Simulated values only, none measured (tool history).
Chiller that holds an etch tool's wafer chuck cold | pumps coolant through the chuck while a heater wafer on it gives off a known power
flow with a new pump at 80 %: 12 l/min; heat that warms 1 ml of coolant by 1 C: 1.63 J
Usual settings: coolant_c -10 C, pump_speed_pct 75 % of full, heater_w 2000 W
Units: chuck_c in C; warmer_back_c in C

run   hour  coolant_c  pump_speed_pct  heater_w  chuck_c  warmer_back_c
  1    0.0        -10              75      2000     13.7           6.59
  2   45.6        -10              75      2000     13.9           6.54
  3   77.8        -10              84      2000     11.8           5.83
  4  122.6        -10              75      2000     13.6           6.65
  5  178.5        -10              75      2000     13.8           6.63
  6  208.4        -10              75      2000     13.7           6.73
  7  254.2        -10              75      1615      9.1           5.39
  8  294.8        -10              65      2000     16.3           7.79
  9  322.1        -10              65      2000     16.5           7.68
 10  379.5        -10              94      2000      9.9           5.37
 11  420.2        -10              75      2000     13.7           6.79
 12  462.0        -10              75      2000     13.6           6.80
 13  492.7        -10              75      2000     13.8           6.78
 14  537.7        -10              75      2000     13.7           6.84
 15  565.8        -10              75      2000     13.6           6.87
 16  594.3        -10              75      2759     22.6           9.37
 17  641.2        -10              75      1838     11.6           6.30
 18  692.5        -14              64      2152     14.9           8.68
 19  749.3        -14              64      2152     14.9           8.64
 20  778.5        -20              77      2152      4.8           7.24
 21  815.1        -10              85      2152     13.2           6.68
     818.0  -- gauge calibrated
 22  849.5        -13              75      2000     10.8           6.58

The next listed run, before its measurement:
 23  873.3        -13              88      2518        ?              ?

chuck_c: 13.4 C
warmer_back_c: 7.08 C
Without the tool's hidden state the same run would have given chuck_c 13.4 C, warmer_back_c 7.05 C.
